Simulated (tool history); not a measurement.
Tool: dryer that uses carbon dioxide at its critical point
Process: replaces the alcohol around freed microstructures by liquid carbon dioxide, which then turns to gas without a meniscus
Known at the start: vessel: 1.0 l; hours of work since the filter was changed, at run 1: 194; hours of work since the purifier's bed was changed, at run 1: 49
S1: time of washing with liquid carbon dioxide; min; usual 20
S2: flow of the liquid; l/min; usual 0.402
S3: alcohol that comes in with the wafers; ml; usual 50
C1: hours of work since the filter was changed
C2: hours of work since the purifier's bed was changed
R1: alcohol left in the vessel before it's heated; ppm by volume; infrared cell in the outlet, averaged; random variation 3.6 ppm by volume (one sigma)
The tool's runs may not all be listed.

run	hour	S1	S2	S3	C1	C2	R1
1	0	20	0.402	50	194	49	82
2	4.9	20	0.402	50	196	51	77
3	14.3	30	0.402	50	199	54	11
# hour 18: inlet filter changed
4	24.2	20	0.402	50	2	58	36
5	30.9	20	0.402	50	5	60	30
6	36.5	20	0.402	50	7	62	39
7	42.4	20	0.402	50	9	65	40
8	48	20	0.402	50	11	67	38
9	57.2	20	0.402	50	15	70	42
10	66.3	20	0.402	50	18	74	43
11	75.2	20	0.402	50	22	77	41
12	83.8	20	0.402	58	25	80	51
13	88.7	20	0.402	28	27	82	27
14	97.7	20	0.402	50	30	86	48
15	102.7	17	0.402	54	32	88	121
16	112.6	20	0.597	114	36	91	10
17	119.5	14	0.597	52	39	94	36
18	124.3	20	0.597	54	41	96	12
19	131.9	26	0.402	50	43	99	19
20	141.8	27	0.649	44	47	102	6
21	148.1	27	0.358	40	50	105	16
22	155.1	27	0.35	111	52	107	33
23	163.5	15	0.402	43	55	111	198
24	168.7	31	0.352	50	57	113	15
25	173.5	29	0.462	50	59	114	11
26	182.5	29	0.462	50	63	118	15
27	188.6	29	0.462	50	65	120	10
28	195.8	28	0.462	43	68	123	15

5 ways to go on from here, each from the tool as it stands after run 28. What would each give?
A	202.1	28	0.462	20	70	125	?
B	202.1	20	0.302	50	70	125	?
C	202.1	12	0.582	31	70	125	?
D	202.1	20	0.462	43	70	125	?
E	202.1	21	0.462	43	70	125	?

run	R1
A	9
B	250
C	67
D	17
E	21
Without the tool's hidden state the same runs would have given:
run	R1
A	3
B	186
C	45
D	8
E	12
